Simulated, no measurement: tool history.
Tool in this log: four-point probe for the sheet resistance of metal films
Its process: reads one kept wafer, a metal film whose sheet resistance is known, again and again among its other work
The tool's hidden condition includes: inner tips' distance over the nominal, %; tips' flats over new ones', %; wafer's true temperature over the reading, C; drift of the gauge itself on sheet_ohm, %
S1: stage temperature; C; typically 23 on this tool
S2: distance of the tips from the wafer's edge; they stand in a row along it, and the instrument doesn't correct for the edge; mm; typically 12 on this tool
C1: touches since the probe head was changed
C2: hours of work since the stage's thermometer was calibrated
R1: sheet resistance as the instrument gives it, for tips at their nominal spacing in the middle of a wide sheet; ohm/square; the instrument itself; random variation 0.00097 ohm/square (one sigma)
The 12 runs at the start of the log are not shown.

| run | hour | S1 | S2 | C1 | C2 | R1 |
|---|---|---|---|---|---|---|
| 13 | 351.3 | 23 | 6 | 71078 | 839 | 4.962135 |
| 14 | 374.9 | 23 | 6 | 71793 | 854 | 4.958189 |
| 15 | 405.8 | 28 | 6 | 72729 | 875 | 4.973636 |
| 16 | 429.8 | 28 | 6 | 73457 | 891 | 4.972471 |
| 17 | 450 | 23 | 16 | 74068 | 905 | 4.862731 |
| 18 | 481 | 23 | 65 | 75007 | 926 | 4.847163 |
| 19 | 502.7 | 32 | 71 | 75663 | 940 | 4.869905 |
| 20 | 529 | 32 | 71 | 76461 | 958 | 4.870588 |
| 21 | 554.9 | 28 | 19 | 77245 | 976 | 4.870622 |
| 22 | 578 | 28 | 7 | 77945 | 991 | 4.942787 |
| 23 | 595.3 | 28 | 7 | 78469 | 1003 | 4.943431 |
| 24 | 621.9 | 27 | 64 | 79274 | 1021 | 4.855654 |
| 25 | 646.6 | 29 | 22 | 80021 | 1037 | 4.869354 |
| 26 | 670.7 | 29 | 22 | 80753 | 1053 | 4.870006 |
| 27 | 692.6 | 28 | 3 | 81414 | 1068 | 5.283681 |
| 28 | 730.3 | 23 | 7 | 82558 | 1094 | 4.932301 |
| 29 | 769.3 | 22 | 12 | 83738 | 1120 | 4.87303 |
| 30 | 807.8 | 32 | 10 | 84905 | 1146 | 4.910476 |
| 31 | 846.7 | 32 | 58 | 86084 | 1172 | 4.871175 |
| 32 | 883.4 | 23 | 31 | 87196 | 1197 | 4.851206 |
| 33 | 914.3 | 22 | 3 | 88131 | 1217 | 5.266706 |
| 34 | 936.9 | 29 | 9 | 88816 | 1232 | 4.913649 |
| 35 | 971.1 | 22 | 37 | 89850 | 1255 | 4.845951 |

Forecast each of these 5 alternatives for the next run:
| A | 998.4 | 20 | 49 | 90679 | 1274 | ? |
| B | 998.4 | 34 | 32 | 90679 | 1274 | ? |
| C | 998.4 | 20 | 49 | 90679 | 1274 | ? |
| D | 998.4 | 30 | 6 | 90679 | 1274 | ? |
| E | 998.4 | 20 | 52 | 90679 | 1274 | ? |

| run | R1 |
|---|---|
| A | 4.839457 |
| B | 4.88068 |
| C | 4.840931 |
| D | 4.978334 |
| E | 4.838663 |
Stripped of hidden state, with their random variation kept, the same runs would have yielded:
| run | R1 |
|---|---|
| A | 4.838774 |
| B | 4.879995 |
| C | 4.840248 |
| D | 4.977636 |
| E | 4.837981 |

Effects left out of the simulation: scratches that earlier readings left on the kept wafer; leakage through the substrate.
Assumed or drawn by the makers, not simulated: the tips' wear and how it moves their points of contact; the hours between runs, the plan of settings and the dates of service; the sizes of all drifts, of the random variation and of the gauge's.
